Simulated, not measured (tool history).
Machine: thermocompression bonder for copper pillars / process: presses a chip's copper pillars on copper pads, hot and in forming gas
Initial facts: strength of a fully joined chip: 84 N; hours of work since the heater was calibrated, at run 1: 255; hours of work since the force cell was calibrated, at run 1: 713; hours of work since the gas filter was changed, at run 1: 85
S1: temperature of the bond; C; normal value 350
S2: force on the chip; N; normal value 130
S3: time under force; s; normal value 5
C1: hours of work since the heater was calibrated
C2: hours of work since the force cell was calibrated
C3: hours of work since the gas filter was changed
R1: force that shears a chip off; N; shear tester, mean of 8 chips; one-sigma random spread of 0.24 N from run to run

{"run": 1, "hour": 0.0, "S1": 350, "S2": 130, "S3": 5, "C1": 255, "C2": 713, "C3": 85, "R1": 43.1}
{"run": 2, "hour": 23.4, "S1": 350, "S2": 130, "S3": 5, "C1": 270, "C2": 728, "C3": 100, "R1": 43.2}
{"run": 3, "hour": 63.1, "S1": 350, "S2": 130, "S3": 5, "C1": 296, "C2": 754, "C3": 126, "R1": 42.6}
{"hour": 80.8, "done": "forming gas filter changed"}
{"run": 4, "hour": 104.0, "S1": 350, "S2": 126, "S3": 5, "C1": 322, "C2": 780, "C3": 15, "R1": 43.1}
{"run": 5, "hour": 125.1, "S1": 350, "S2": 126, "S3": 5, "C1": 336, "C2": 794, "C3": 29, "R1": 42.9}
{"run": 6, "hour": 170.2, "S1": 350, "S2": 126, "S3": 14, "C1": 365, "C2": 823, "C3": 58, "R1": 58.0}
{"run": 7, "hour": 215.3, "S1": 350, "S2": 126, "S3": 14, "C1": 394, "C2": 852, "C3": 87, "R1": 58.2}
{"run": 8, "hour": 246.8, "S1": 350, "S2": 126, "S3": 14, "C1": 415, "C2": 873, "C3": 108, "R1": 57.9}
{"hour": 292.6, "done": "forming gas filter changed"}
{"run": 9, "hour": 292.6, "S1": 350, "S2": 126, "S3": 14, "C1": 444, "C2": 902, "C3": 0, "R1": 59.0}
{"run": 10, "hour": 333.4, "S1": 350, "S2": 130, "S3": 5, "C1": 471, "C2": 929, "C3": 27, "R1": 44.4}
{"run": 11, "hour": 364.9, "S1": 350, "S2": 130, "S3": 5, "C1": 491, "C2": 949, "C3": 47, "R1": 44.2}
{"run": 12, "hour": 392.5, "S1": 350, "S2": 130, "S3": 5, "C1": 509, "C2": 967, "C3": 65, "R1": 43.9}
{"run": 13, "hour": 431.0, "S1": 350, "S2": 130, "S3": 5, "C1": 534, "C2": 992, "C3": 90, "R1": 43.8}
{"run": 14, "hour": 471.4, "S1": 350, "S2": 130, "S3": 5, "C1": 560, "C2": 1018, "C3": 116, "R1": 42.9}
{"run": 15, "hour": 498.3, "S1": 350, "S2": 130, "S3": 5, "C1": 578, "C2": 1036, "C3": 134, "R1": 43.5}
{"hour": 503.7, "done": "forming gas filter changed"}
{"run": 16, "hour": 521.1, "S1": 350, "S2": 130, "S3": 5, "C1": 592, "C2": 1050, "C3": 11, "R1": 44.5}
{"run": 17, "hour": 546.8, "S1": 350, "S2": 130, "S3": 5, "C1": 609, "C2": 1067, "C3": 28, "R1": 44.5}
{"run": 18, "hour": 567.6, "S1": 350, "S2": 130, "S3": 5, "C1": 623, "C2": 1081, "C3": 42, "R1": 44.5}
{"run": 19, "hour": 592.6, "S1": 350, "S2": 130, "S3": 5, "C1": 639, "C2": 1097, "C3": 58, "R1": 44.3}
{"run": 20, "hour": 620.5, "S1": 350, "S2": 130, "S3": 5, "C1": 657, "C2": 1115, "C3": 76, "R1": 44.1}
{"hour": 627.9, "done": "force cell calibrated"}
{"run": 21, "hour": 647.0, "S1": 346, "S2": 118, "S3": 5, "C1": 673, "C2": 12, "C3": 92, "R1": 42.1}
{"run": 22, "hour": 679.6, "S1": 346, "S2": 87, "S3": 7, "C1": 694, "C2": 34, "C3": 113, "R1": 40.0}
{"run": 23, "hour": 701.1, "S1": 350, "S2": 164, "S3": 5, "C1": 708, "C2": 48, "C3": 127, "R1": 51.3}
{"hour": 705.6, "done": "heater calibrated with a thermocouple chip"}
{"hour": 718.0, "done": "forming gas filter changed"}
{"run": 24, "hour": 728.5, "S1": 350, "S2": 111, "S3": 5, "C1": 15, "C2": 64, "C3": 7, "R1": 44.2}
{"run": 25, "hour": 759.1, "S1": 330, "S2": 191, "S3": 13, "C1": 34, "C2": 84, "C3": 27, "R1": 62.9}
{"run": 26, "hour": 783.8, "S1": 328, "S2": 96, "S3": 3, "C1": 50, "C2": 100, "C3": 43, "R1": 26.5}
{"run": 27, "hour": 808.6, "S1": 328, "S2": 86, "S3": 4, "C1": 67, "C2": 116, "C3": 59, "R1": 27.1}
{"run": 28, "hour": 832.6, "S1": 369, "S2": 180, "S3": 14, "C1": 82, "C2": 131, "C3": 74, "R1": 75.6}
{"run": 29, "hour": 867.3, "S1": 350, "S2": 89, "S3": 4, "C1": 105, "C2": 154, "C3": 97, "R1": 35.6}
{"run": 30, "hour": 897.2, "S1": 350, "S2": 89, "S3": 4, "C1": 124, "C2": 173, "C3": 116, "R1": 35.7}
{"hour": 920.3, "done": "heater calibrated with a thermocouple chip, once more"}
{"hour": 931.1, "done": "forming gas filter changed"}
{"run": 31, "hour": 945.4, "S1": 342, "S2": 158, "S3": 4, "C1": 16, "C2": 203, "C3": 9, "R1": 42.3}
{"run": 32, "hour": 974.0, "S1": 324, "S2": 195, "S3": 5, "C1": 35, "C2": 222, "C3": 28, "R1": 42.5}
{"run": 33, "hour": 1020.0, "S1": 324, "S2": 195, "S3": 5, "C1": 64, "C2": 252, "C3": 58, "R1": 41.9}
{"run": 34, "hour": 1045.6, "S1": 371, "S2": 130, "S3": 5, "C1": 81, "C2": 268, "C3": 74, "R1": 52.4}
{"run": 35, "hour": 1085.3, "S1": 323, "S2": 118, "S3": 8, "C1": 107, "C2": 294, "C3": 100, "R1": 36.8}
{"run": 36, "hour": 1108.6, "S1": 323, "S2": 104, "S3": 10, "C1": 122, "C2": 309, "C3": 115, "R1": 37.1}
{"hour": 1141.3, "done": "forming gas filter changed"}
{"run": 37, "hour": 1141.3, "S1": 349, "S2": 99, "S3": 10, "C1": 143, "C2": 330, "C3": 0, "R1": 48.4}
{"run": 38, "hour": 1167.8, "S1": 349, "S2": 171, "S3": 10, "C1": 160, "C2": 347, "C3": 17, "R1": 62.1}
{"run": 39, "hour": 1199.0, "S1": 349, "S2": 171, "S3": 10, "C1": 180, "C2": 368, "C3": 37, "R1": 61.2}

Some steps in R1 between neighbouring runs. How much of each would the tool show without its hidden state too (settings, what came in, random variation), and how much is left for the hidden state, with any gauge scatter that isn't in both results?
Unlogged tool condition in this case: true temperature of the bond over the reading, C; force that reaches the chip, % of what is set; oxide that the forming gas leaves, % of the face; drift of the gauge itself on shear_n, %.
Run 20 -> 21: S1 350 -> 346, S2 130 -> 118, force cell calibrated. R1 -2.0 N: hidden state +2.0, all else -4.0.
Run 23 -> 24: S2 164 -> 111, heater calibrated with a thermocouple chip, forming gas filter changed. R1 -7.1 N: hidden state +2.3, all else -9.4.
Run 25 -> 26: S1 330 -> 328, S2 191 -> 96, S3 13 -> 3. R1 -36.4 N: hidden state -0.9, all else -35.5.
Run 27 -> 28: S1 328 -> 369, S2 86 -> 180, S3 4 -> 14. R1 +48.5 N: hidden state -1.4, all else +49.9.
Run 28 -> 29: S1 369 -> 350, S2 180 -> 89, S3 14 -> 4. R1 -40.0 N: hidden state +1.4, all else -41.4.
Run 30 -> 31: S1 350 -> 342, S2 89 -> 158, heater calibrated with a thermocouple chip, once more, forming gas filter changed. R1 +6.6 N: hidden state -2.8, all else +9.4.
